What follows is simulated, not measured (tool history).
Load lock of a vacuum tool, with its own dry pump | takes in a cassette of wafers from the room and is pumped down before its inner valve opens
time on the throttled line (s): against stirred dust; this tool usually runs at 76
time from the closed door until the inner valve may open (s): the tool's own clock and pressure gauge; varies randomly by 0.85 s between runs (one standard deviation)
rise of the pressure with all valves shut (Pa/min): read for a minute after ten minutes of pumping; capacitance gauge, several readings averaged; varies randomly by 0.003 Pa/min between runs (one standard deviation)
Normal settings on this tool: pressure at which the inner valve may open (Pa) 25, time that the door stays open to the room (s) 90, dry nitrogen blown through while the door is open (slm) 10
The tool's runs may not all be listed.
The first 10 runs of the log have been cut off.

| run | hour | time on the throttled line (s) | pressure at which the inner valve may open (Pa) | time that the door stays open to the room (s) | dry nitrogen blown through while the door is open (slm) | hours that the pump has run since its overhaul | times that the door has closed on its seal | incoming humidity of the room's air, % | time from the closed door until the inner valve may open (s) | rise of the pressure with all valves shut (Pa/min) |
|---|---|---|---|---|---|---|---|---|---|---|
| 11 | 834.5 | 76 | 25 | 90 | 10 | 2577 | 11628 | 48.0 | 133.7 | 0.103 |
| 12 | 936.6 | 76 | 25 | 90 | 10 | 2679 | 11963 | 44.5 | 133.8 | 0.103 |
| 13 | 993.4 | 76 | 25 | 90 | 10 | 2736 | 12150 | 44.7 | 135.6 | 0.103 |
| 14 | 1098.5 | 76 | 25 | 90 | 10 | 2841 | 12496 | 45.9 | 134.1 | 0.096 |
| 15 | 1150.0 | 76 | 20 | 90 | 10 | 2892 | 12664 | 41.8 | 137.8 | 0.104 |
| 16 | 1235.7 | 40 | 23 | 90 | 35 | 2978 | 12946 | 50.4 | 107.1 | 0.091 |
| 17 | 1303.3 | 40 | 23 | 90 | 35 | 3046 | 13168 | 42.5 | 107.6 | 0.084 |
| 18 | 1405.3 | 40 | 23 | 90 | 35 | 3148 | 13503 | 47.7 | 108.6 | 0.083 |
| 19 | 1497.8 | 40 | 42 | 61 | 35 | 3240 | 13808 | 45.5 | 101.7 | 0.084 |
| 20 | 1600.1 | 70 | 42 | 61 | 35 | 3343 | 14144 | 43.7 | 125.6 | 0.087 |
| 21 | 1668.7 | 45 | 25 | 90 | 18 | 3411 | 14369 | 48.7 | 110.9 | 0.111 |
| 22 | 1737.5 | 79 | 33 | 231 | 12 | 3480 | 14595 | 47.2 | 133.9 | 0.136 |
| 23 | 1804.3 | 145 | 21 | 28 | 4 | 3547 | 14815 | 48.3 | 189.8 | 0.103 |
| 24 | 1908.3 | 145 | 21 | 28 | 4 | 3651 | 15156 | 48.0 | 188.4 | 0.108 |
| 25 | 1999.1 | 145 | 34 | 28 | 22 | 3742 | 15455 | 46.0 | 183.3 | 0.092 |
| 26 | 2077.6 | 42 | 20 | 25 | 36 | 3820 | 15713 | 42.6 | 111.7 | 0.076 |
| 27 | 2127.0 | 42 | 20 | 25 | 36 | 3869 | 15875 | 45.7 | 111.3 | 0.087 |
| 28 | 2231.6 | 63 | 25 | 231 | 6 | 3974 | 16218 | 45.7 | 125.7 | 0.156 |
| 29 | 2323.1 | 75 | 22 | 231 | 6 | 4066 | 16519 | 44.2 | 136.1 | 0.155 |
| 30 | 2429.2 | 150 | 25 | 90 | 26 | 4172 | 16868 | 48.3 | 189.9 | 0.113 |

What if the next run were any one of these 3? Each begins from the tool's condition after run 30:
| A | 2540.7 | 76 | 27 | 90 | 19 | 4283 | 17234 | 44.1 | ? | ? |
| B | 2540.7 | 61 | 25 | 110 | 42 | 4283 | 17234 | 47.9 | ? | ? |
| C | 2540.7 | 76 | 25 | 90 | 8 | 4283 | 17234 | 44.7 | ? | ? |

| run | time from the closed door until the inner valve may open (s) | rise of the pressure with all valves shut (Pa/min) |
|---|---|---|
| A | 133.9 | 0.126 |
| B | 123.4 | 0.108 |
| C | 135.7 | 0.132 |
With the hidden condition removed and each run's random variation left untouched, the same runs would have given:
| run | time from the closed door until the inner valve may open (s) | rise of the pressure with all valves shut (Pa/min) |
|---|---|---|
| A | 131.6 | 0.055 |
| B | 121.0 | 0.038 |
| C | 133.4 | 0.063 |

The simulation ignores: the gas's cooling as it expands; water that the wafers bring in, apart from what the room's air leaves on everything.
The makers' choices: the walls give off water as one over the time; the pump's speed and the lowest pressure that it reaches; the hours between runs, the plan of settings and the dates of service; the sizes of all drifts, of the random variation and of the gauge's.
